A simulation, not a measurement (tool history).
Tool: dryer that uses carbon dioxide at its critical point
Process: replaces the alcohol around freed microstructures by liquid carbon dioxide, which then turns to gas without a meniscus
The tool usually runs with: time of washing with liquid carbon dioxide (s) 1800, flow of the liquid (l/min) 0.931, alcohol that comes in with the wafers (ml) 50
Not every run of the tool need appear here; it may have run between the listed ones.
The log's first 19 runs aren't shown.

run,day,time of washing with liquid carbon dioxide (s),flow of the liquid (l/min),alcohol that comes in with the wafers (ml),hours of work since the filter was changed,hours of work since the purifier's bed was changed,alcohol left in the vessel before it's heated (ppm by volume)
20,12.5,1680,0.931,50,160,214,162
21,12.908,1680,0.931,50,164,217,172
22,13.467,1680,0.931,50,168,222,168
23,14.279,1740,0.659,81,175,229,635
# day 14.833: inlet filter changed
24,15.154,2700,1.447,81,3,235,81
25,15.838,2700,1.447,81,8,241,80
26,16.521,2220,1.409,21,14,247,91
27,17.096,1440,1.525,50,19,251,93
28,17.742,1320,0.736,31,24,257,306
29,18.454,2400,1.488,50,30,263,91
30,19.088,2640,1.063,20,35,268,92
31,19.912,1320,1.102,36,42,275,150
32,20.429,1320,1.102,36,46,279,151
33,20.967,1320,1.102,36,50,283,154
34,21.617,1320,1.102,36,56,289,159
35,21.971,1740,0.931,35,59,291,138
36,22.746,1800,1.096,95,65,298,138
37,23.433,1860,0.892,91,71,303,183
38,23.817,1860,0.892,24,74,307,121

Consider 3 possible next runs. They are alternatives, not a sequence: every one starts from the tool as it was left by run 38. What does each give?
A,24.508,1980,1.347,37,80,312,?
B,24.508,1200,0.931,50,80,312,?
C,24.508,1380,1.166,36,80,312,?

run,alcohol left in the vessel before it's heated (ppm by volume)
A,104
B,387
C,148
Stripped of hidden state, with their random variation kept, the same runs would have yielded:
run,alcohol left in the vessel before it's heated (ppm by volume)
A,0
B,210
C,33
